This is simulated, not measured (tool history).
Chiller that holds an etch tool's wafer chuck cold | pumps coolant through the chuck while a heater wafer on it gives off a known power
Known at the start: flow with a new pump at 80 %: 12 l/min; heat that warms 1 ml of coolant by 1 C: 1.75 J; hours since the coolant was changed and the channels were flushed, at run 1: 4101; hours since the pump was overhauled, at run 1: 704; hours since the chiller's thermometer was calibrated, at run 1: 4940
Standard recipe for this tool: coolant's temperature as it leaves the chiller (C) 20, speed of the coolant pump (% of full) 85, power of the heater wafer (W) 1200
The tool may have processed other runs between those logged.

run	hour	coolant's temperature as it leaves the chiller (C)	speed of the coolant pump (% of full)	power of the heater wafer (W)	hours since the coolant was changed and the channels were flushed	hours since the pump was overhauled	hours since the chiller's thermometer was calibrated	chuck's temperature once it has settled (C)	how much warmer the coolant comes back (C)
1	0.0	20	85	1200	4101	704	4940	27.6	3.25
2	31.8	20	85	1447	4133	736	4972	28.9	3.90
3	53.6	20	85	1447	4155	758	4994	29.0	3.86
4	80.9	20	85	1447	4182	785	5021	28.8	3.95
5	115.8	20	85	1200	4217	820	5056	27.5	3.26
6	135.8	20	85	1200	4237	840	5076	27.5	3.23
7	167.5	20	85	1200	4269	871	5108	27.3	3.23
8	192.6	16	85	1200	4294	897	5133	23.3	3.26
9	223.9	22	66	1386	4325	928	5164	32.2	4.76
10	250.5	22	66	1386	4352	954	5191	32.4	4.78
11	283.3	22	66	674	4385	987	5224	26.8	2.37
12	322.6	10	85	1200	4424	1026	5263	17.5	3.29

Estimate the outcome of run 13 from the log above:
13	341.6	10	85	1200	4443	1045	5282	?	?

chuck's temperature once it has settled (C): 17.5
how much warmer the coolant comes back (C): 3.30
With the hidden condition absent and the run-to-run variation left alone, this run would have shown chuck's temperature once it has settled (C) 17.5, how much warmer the coolant comes back (C) 3.24.
